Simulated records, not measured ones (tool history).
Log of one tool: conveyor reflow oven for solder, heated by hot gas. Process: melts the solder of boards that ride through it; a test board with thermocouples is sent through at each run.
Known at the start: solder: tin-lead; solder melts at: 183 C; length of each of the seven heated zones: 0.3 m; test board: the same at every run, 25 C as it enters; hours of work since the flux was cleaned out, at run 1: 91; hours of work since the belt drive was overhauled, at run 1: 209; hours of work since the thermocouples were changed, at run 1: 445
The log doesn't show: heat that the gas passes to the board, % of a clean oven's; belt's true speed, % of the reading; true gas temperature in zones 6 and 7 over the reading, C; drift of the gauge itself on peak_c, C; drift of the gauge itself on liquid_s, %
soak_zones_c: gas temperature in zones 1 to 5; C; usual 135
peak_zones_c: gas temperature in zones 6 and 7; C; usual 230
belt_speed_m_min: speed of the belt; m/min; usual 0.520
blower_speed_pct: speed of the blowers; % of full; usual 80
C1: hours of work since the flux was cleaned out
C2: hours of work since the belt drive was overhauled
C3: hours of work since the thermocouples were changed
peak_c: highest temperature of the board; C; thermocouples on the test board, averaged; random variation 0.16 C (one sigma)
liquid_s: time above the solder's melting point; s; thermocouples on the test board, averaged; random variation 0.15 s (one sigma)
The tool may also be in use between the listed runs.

{"run": 1, "hour": 0.0, "soak_zones_c": 135, "peak_zones_c": 230, "belt_speed_m_min": 0.52, "blower_speed_pct": 80, "C1": 91, "C2": 209, "C3": 445, "peak_c": 209.8, "liquid_s": 44.1}
{"run": 2, "hour": 17.2, "soak_zones_c": 135, "peak_zones_c": 230, "belt_speed_m_min": 0.52, "blower_speed_pct": 80, "C1": 100, "C2": 217, "C3": 453, "peak_c": 209.5, "liquid_s": 44.3}
{"run": 3, "hour": 33.2, "soak_zones_c": 135, "peak_zones_c": 230, "belt_speed_m_min": 0.52, "blower_speed_pct": 80, "C1": 108, "C2": 225, "C3": 461, "peak_c": 209.3, "liquid_s": 44.2}
{"run": 4, "hour": 62.8, "soak_zones_c": 135, "peak_zones_c": 230, "belt_speed_m_min": 0.52, "blower_speed_pct": 80, "C1": 122, "C2": 240, "C3": 475, "peak_c": 209.6, "liquid_s": 44.2}
{"run": 5, "hour": 91.9, "soak_zones_c": 135, "peak_zones_c": 230, "belt_speed_m_min": 0.52, "blower_speed_pct": 80, "C1": 136, "C2": 254, "C3": 490, "peak_c": 209.3, "liquid_s": 44.2}
{"run": 6, "hour": 112.2, "soak_zones_c": 135, "peak_zones_c": 230, "belt_speed_m_min": 0.52, "blower_speed_pct": 80, "C1": 146, "C2": 264, "C3": 500, "peak_c": 209.1, "liquid_s": 44.0}
{"run": 7, "hour": 132.7, "soak_zones_c": 135, "peak_zones_c": 230, "belt_speed_m_min": 0.52, "blower_speed_pct": 80, "C1": 157, "C2": 274, "C3": 510, "peak_c": 209.0, "liquid_s": 43.9}
{"run": 8, "hour": 151.8, "soak_zones_c": 135, "peak_zones_c": 230, "belt_speed_m_min": 0.52, "blower_speed_pct": 80, "C1": 166, "C2": 283, "C3": 519, "peak_c": 208.9, "liquid_s": 44.1}
{"hour": 162.0, "done": "flux residue cleaned out of gas plates and filters"}
{"run": 9, "hour": 185.4, "soak_zones_c": 135, "peak_zones_c": 230, "belt_speed_m_min": 0.52, "blower_speed_pct": 80, "C1": 11, "C2": 297, "C3": 533, "peak_c": 210.6, "liquid_s": 46.2}
{"run": 10, "hour": 209.2, "soak_zones_c": 135, "peak_zones_c": 230, "belt_speed_m_min": 0.52, "blower_speed_pct": 59, "C1": 23, "C2": 309, "C3": 545, "peak_c": 203.8, "liquid_s": 37.1}
{"run": 11, "hour": 234.4, "soak_zones_c": 142, "peak_zones_c": 230, "belt_speed_m_min": 0.52, "blower_speed_pct": 80, "C1": 36, "C2": 321, "C3": 557, "peak_c": 211.9, "liquid_s": 49.4}
{"run": 12, "hour": 262.7, "soak_zones_c": 142, "peak_zones_c": 230, "belt_speed_m_min": 0.52, "blower_speed_pct": 80, "C1": 49, "C2": 335, "C3": 571, "peak_c": 211.8, "liquid_s": 49.3}
{"run": 13, "hour": 283.6, "soak_zones_c": 135, "peak_zones_c": 225, "belt_speed_m_min": 0.52, "blower_speed_pct": 80, "C1": 60, "C2": 345, "C3": 581, "peak_c": 206.2, "liquid_s": 41.7}
{"run": 14, "hour": 298.2, "soak_zones_c": 135, "peak_zones_c": 228, "belt_speed_m_min": 0.52, "blower_speed_pct": 80, "C1": 67, "C2": 353, "C3": 589, "peak_c": 208.2, "liquid_s": 44.1}
{"run": 15, "hour": 330.5, "soak_zones_c": 133, "peak_zones_c": 230, "belt_speed_m_min": 0.52, "blower_speed_pct": 80, "C1": 83, "C2": 368, "C3": 604, "peak_c": 209.6, "liquid_s": 44.1}
{"hour": 336.8, "done": "belt drive overhauled, speed set with a stopwatch"}
{"run": 16, "hour": 367.0, "soak_zones_c": 133, "peak_zones_c": 230, "belt_speed_m_min": 0.52, "blower_speed_pct": 80, "C1": 99, "C2": 15, "C3": 620, "peak_c": 209.8, "liquid_s": 43.8}
{"run": 17, "hour": 397.5, "soak_zones_c": 132, "peak_zones_c": 230, "belt_speed_m_min": 0.529, "blower_speed_pct": 80, "C1": 114, "C2": 30, "C3": 635, "peak_c": 208.6, "liquid_s": 42.2}
{"run": 18, "hour": 417.0, "soak_zones_c": 132, "peak_zones_c": 230, "belt_speed_m_min": 0.529, "blower_speed_pct": 80, "C1": 123, "C2": 39, "C3": 645, "peak_c": 208.7, "liquid_s": 41.7}
{"run": 19, "hour": 448.0, "soak_zones_c": 135, "peak_zones_c": 230, "belt_speed_m_min": 0.592, "blower_speed_pct": 80, "C1": 138, "C2": 55, "C3": 660, "peak_c": 205.0, "liquid_s": 34.2}
{"run": 20, "hour": 476.4, "soak_zones_c": 136, "peak_zones_c": 226, "belt_speed_m_min": 0.52, "blower_speed_pct": 56, "C1": 152, "C2": 69, "C3": 674, "peak_c": 198.6, "liquid_s": 30.5}
{"hour": 493.7, "done": "belt drive overhauled, speed set with a stopwatch, once more"}
{"run": 21, "hour": 509.1, "soak_zones_c": 136, "peak_zones_c": 231, "belt_speed_m_min": 0.618, "blower_speed_pct": 56, "C1": 166, "C2": 8, "C3": 688, "peak_c": 193.4, "liquid_s": 18.2}
{"hour": 520.6, "done": "flux residue cleaned out of gas plates and filters"}
{"run": 22, "hour": 527.6, "soak_zones_c": 136, "peak_zones_c": 231, "belt_speed_m_min": 0.618, "blower_speed_pct": 56, "C1": 3, "C2": 14, "C3": 695, "peak_c": 195.5, "liquid_s": 21.0}
{"run": 23, "hour": 561.2, "soak_zones_c": 136, "peak_zones_c": 231, "belt_speed_m_min": 0.618, "blower_speed_pct": 56, "C1": 20, "C2": 31, "C3": 711, "peak_c": 195.6, "liquid_s": 20.7}
{"run": 24, "hour": 575.2, "soak_zones_c": 146, "peak_zones_c": 223, "belt_speed_m_min": 0.52, "blower_speed_pct": 80, "C1": 27, "C2": 38, "C3": 718, "peak_c": 206.9, "liquid_s": 46.1}
{"run": 25, "hour": 593.3, "soak_zones_c": 135, "peak_zones_c": 221, "belt_speed_m_min": 0.515, "blower_speed_pct": 80, "C1": 36, "C2": 46, "C3": 727, "peak_c": 203.1, "liquid_s": 38.7}
{"run": 26, "hour": 616.0, "soak_zones_c": 139, "peak_zones_c": 230, "belt_speed_m_min": 0.52, "blower_speed_pct": 66, "C1": 47, "C2": 58, "C3": 738, "peak_c": 206.7, "liquid_s": 42.2}
{"run": 27, "hour": 645.8, "soak_zones_c": 139, "peak_zones_c": 230, "belt_speed_m_min": 0.52, "blower_speed_pct": 66, "C1": 61, "C2": 72, "C3": 753, "peak_c": 206.7, "liquid_s": 41.9}
{"run": 28, "hour": 673.1, "soak_zones_c": 139, "peak_zones_c": 230, "belt_speed_m_min": 0.52, "blower_speed_pct": 66, "C1": 75, "C2": 86, "C3": 766, "peak_c": 206.5, "liquid_s": 42.0}
{"run": 29, "hour": 701.0, "soak_zones_c": 139, "peak_zones_c": 228, "belt_speed_m_min": 0.52, "blower_speed_pct": 66, "C1": 89, "C2": 99, "C3": 780, "peak_c": 205.0, "liquid_s": 40.0}
{"run": 30, "hour": 734.7, "soak_zones_c": 126, "peak_zones_c": 230, "belt_speed_m_min": 0.613, "blower_speed_pct": 80, "C1": 105, "C2": 116, "C3": 796, "peak_c": 201.2, "liquid_s": 27.2}

The same runs without the tool's hidden state, with the same run-to-run variation:
run=1 peak_c=211.7 liquid_s=45.8
run=2 peak_c=211.6 liquid_s=46.1
run=3 peak_c=211.3 liquid_s=46.1
run=4 peak_c=211.8 liquid_s=46.2
run=5 peak_c=211.7 liquid_s=46.4
run=6 peak_c=211.6 liquid_s=46.3
run=7 peak_c=211.6 liquid_s=46.3
run=8 peak_c=211.7 liquid_s=46.6
run=9 peak_c=211.5 liquid_s=46.6
run=10 peak_c=204.6 liquid_s=37.8
run=11 peak_c=213.0 liquid_s=50.0
run=12 peak_c=213.0 liquid_s=49.9
run=13 peak_c=207.6 liquid_s=42.8
run=14 peak_c=209.7 liquid_s=45.2
run=15 peak_c=211.3 liquid_s=45.2
run=16 peak_c=211.5 liquid_s=44.8
run=17 peak_c=210.5 liquid_s=43.5
run=18 peak_c=210.7 liquid_s=43.1
run=19 peak_c=207.3 liquid_s=36.0
run=20 peak_c=200.4 liquid_s=32.7
run=21 peak_c=196.2 liquid_s=22.1
run=22 peak_c=196.3 liquid_s=22.0
run=23 peak_c=196.6 liquid_s=21.9
run=24 peak_c=208.1 liquid_s=47.2
run=25 peak_c=204.4 liquid_s=40.1
run=26 peak_c=208.1 liquid_s=43.5
run=27 peak_c=208.1 liquid_s=43.3
run=28 peak_c=208.1 liquid_s=43.6
run=29 peak_c=206.7 liquid_s=41.8
run=30 peak_c=203.4 liquid_s=29.4
